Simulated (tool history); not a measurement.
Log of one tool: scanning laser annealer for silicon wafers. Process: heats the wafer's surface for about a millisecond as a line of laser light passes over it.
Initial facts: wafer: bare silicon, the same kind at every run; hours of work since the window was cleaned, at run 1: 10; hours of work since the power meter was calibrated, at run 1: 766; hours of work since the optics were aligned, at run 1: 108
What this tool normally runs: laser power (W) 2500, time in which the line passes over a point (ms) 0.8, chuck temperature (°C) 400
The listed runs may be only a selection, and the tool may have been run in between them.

run	day	laser power (W)	time in which the line passes over a point (ms)	chuck temperature (°C)	hours of work since the window was cleaned	hours of work since the power meter was calibrated	hours of work since the optics were aligned	highest temperature of the surface (°C)
1	0	2500	0.8	400	10	766	108	1222
2	1.321	2717	0.8	400	30	786	127	1293
3	2.646	2717	0.8	400	50	806	147	1293
4	3.908	2500	0.8	400	69	825	166	1219
5	4.479	2492	0.8	400	77	833	174	1217
6	5.871	2492	0.8	400	98	854	195	1211
7	7.142	2492	0.8	400	117	873	214	1211
8	8.267	2492	0.8	400	134	890	231	1209
9	9.642	2532	0.8	400	154	910	251	1221
10	10.292	2423	0.8	400	164	920	261	1183
11	11.675	2423	0.8	400	184	941	282	1180
12	12.792	2423	0.8	400	201	957	298	1178
13	13.833	2423	0.8	400	216	973	314	1175
14	15.221	2500	0.8	400	237	993	335	1198
15	16.133	2500	0.8	400	251	1007	348	1198
16	16.846	2500	0.8	400	261	1018	359	1196
17	18.125	2500	0.8	400	280	1037	378	1193
18	19.417	2500	0.8	423	300	1056	397	1219
19	20.246	2500	0.8	423	312	1068	409	1213
20	21.025	2500	0.8	423	324	1080	421	1213
21	21.825	2500	0.8	423	336	1092	433	1213
22	22.396	2414	0.8	361	344	1100	441	1123
# day 22.842: window over the wafer cleaned
23	23.667	2559	0.786	366	12	1118	459	1203
24	24.821	2370	0.765	403	30	1135	476	1157
25	25.796	2201	0.8	403	44	1150	491	1117
26	26.9	2201	0.8	403	61	1166	507	1117
27	28.142	2355	0.749	403	79	1185	526	1139
28	29.104	2500	0.79	410	93	1199	540	1221
29	29.925	2500	0.79	410	106	1211	553	1214
30	30.812	2609	0.8	388	119	1225	566	1237
31	31.738	2311	1	368	133	1238	580	1214
32	32.912	2500	0.663	403	150	1256	597	1129
33	34.229	2382	0.813	380	170	1276	617	1154
34	35.646	2382	0.813	380	191	1297	638	1153
35	36.258	2145	0.861	400	200	1306	647	1111

For run 36, what comes out?
36	37.217	2145	0.861	400	214	1320	661	?

{"run 36": {"highest temperature of the surface (°C)": 1108}}
Take away the tool's hidden state, keep the run-to-run variation as it was, and the same run would have given highest temperature of the surface (°C) 1129.

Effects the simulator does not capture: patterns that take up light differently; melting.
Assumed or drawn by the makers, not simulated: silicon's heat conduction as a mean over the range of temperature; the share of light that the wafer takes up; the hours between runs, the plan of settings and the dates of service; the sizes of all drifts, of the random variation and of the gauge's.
